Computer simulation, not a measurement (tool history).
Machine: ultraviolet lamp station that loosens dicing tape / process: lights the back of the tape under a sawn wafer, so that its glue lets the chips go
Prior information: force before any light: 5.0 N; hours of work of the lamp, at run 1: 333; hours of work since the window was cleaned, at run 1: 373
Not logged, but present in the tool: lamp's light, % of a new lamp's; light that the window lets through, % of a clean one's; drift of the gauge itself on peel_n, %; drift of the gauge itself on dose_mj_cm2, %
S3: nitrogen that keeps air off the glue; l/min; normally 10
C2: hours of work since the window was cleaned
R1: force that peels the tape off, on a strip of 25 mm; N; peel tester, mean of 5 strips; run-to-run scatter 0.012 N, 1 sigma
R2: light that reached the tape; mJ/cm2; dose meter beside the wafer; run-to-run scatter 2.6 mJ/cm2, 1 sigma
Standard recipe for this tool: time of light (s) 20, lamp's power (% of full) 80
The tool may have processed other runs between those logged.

{"run": 1, "day": 0.0, "time of light (s)": 20, "lamp's power (% of full)": 80, "S3": 10, "hours of work of the lamp": 333, "C2": 373, "R1": 0.702, "R2": 276}
{"run": 2, "day": 0.442, "time of light (s)": 20, "lamp's power (% of full)": 80, "S3": 4, "hours of work of the lamp": 341, "C2": 382, "R1": 1.231, "R2": 276}
{"run": 3, "day": 0.692, "time of light (s)": 20, "lamp's power (% of full)": 80, "S3": 10, "hours of work of the lamp": 346, "C2": 387, "R1": 0.679, "R2": 274}
{"run": 4, "day": 1.033, "time of light (s)": 20, "lamp's power (% of full)": 80, "S3": 10, "hours of work of the lamp": 352, "C2": 393, "R1": 0.719, "R2": 273}
{"day": 1.092, "done": "window cleaned of glue's vapour"}
{"run": 5, "day": 1.588, "time of light (s)": 20, "lamp's power (% of full)": 80, "S3": 10, "hours of work of the lamp": 362, "C2": 9, "R1": 0.721, "R2": 268}
{"run": 6, "day": 1.929, "time of light (s)": 20, "lamp's power (% of full)": 80, "S3": 10, "hours of work of the lamp": 369, "C2": 16, "R1": 0.741, "R2": 270}
{"run": 7, "day": 2.508, "time of light (s)": 20, "lamp's power (% of full)": 80, "S3": 15, "hours of work of the lamp": 380, "C2": 27, "R1": 0.585, "R2": 264}
{"run": 8, "day": 3.042, "time of light (s)": 13, "lamp's power (% of full)": 61, "S3": 14, "hours of work of the lamp": 390, "C2": 37, "R1": 1.598, "R2": 128}
{"run": 9, "day": 3.479, "time of light (s)": 20, "lamp's power (% of full)": 64, "S3": 10, "hours of work of the lamp": 398, "C2": 45, "R1": 1.0, "R2": 210}
{"day": 3.783, "done": "window cleaned of glue's vapour, once more"}
{"run": 10, "day": 3.842, "time of light (s)": 10, "lamp's power (% of full)": 71, "S3": 10, "hours of work of the lamp": 405, "C2": 1, "R1": 1.722, "R2": 132}
{"run": 11, "day": 4.188, "time of light (s)": 18, "lamp's power (% of full)": 80, "S3": 10, "hours of work of the lamp": 411, "C2": 8, "R1": 0.753, "R2": 268}
{"run": 12, "day": 4.742, "time of light (s)": 18, "lamp's power (% of full)": 80, "S3": 10, "hours of work of the lamp": 422, "C2": 18, "R1": 0.742, "R2": 262}
{"run": 13, "day": 5.171, "time of light (s)": 20, "lamp's power (% of full)": 97, "S3": 10, "hours of work of the lamp": 430, "C2": 26, "R1": 0.473, "R2": 354}
{"run": 14, "day": 5.679, "time of light (s)": 20, "lamp's power (% of full)": 97, "S3": 10, "hours of work of the lamp": 440, "C2": 36, "R1": 0.488, "R2": 352}

Some steps in R1, run to run, broken into two amounts with sign: the step expected even without the hidden condition (settings, incoming material, random variation), and the rest, left for the hidden condition together with whatever gauge scatter is not in both the measured and the hidden-condition-free result:
Run 7 -> 8: time of light (s) 20 -> 13, lamp's power (% of full) 80 -> 61, S3 15 -> 14. R1 +1.013 N: hidden state +0.173, all else +0.840.
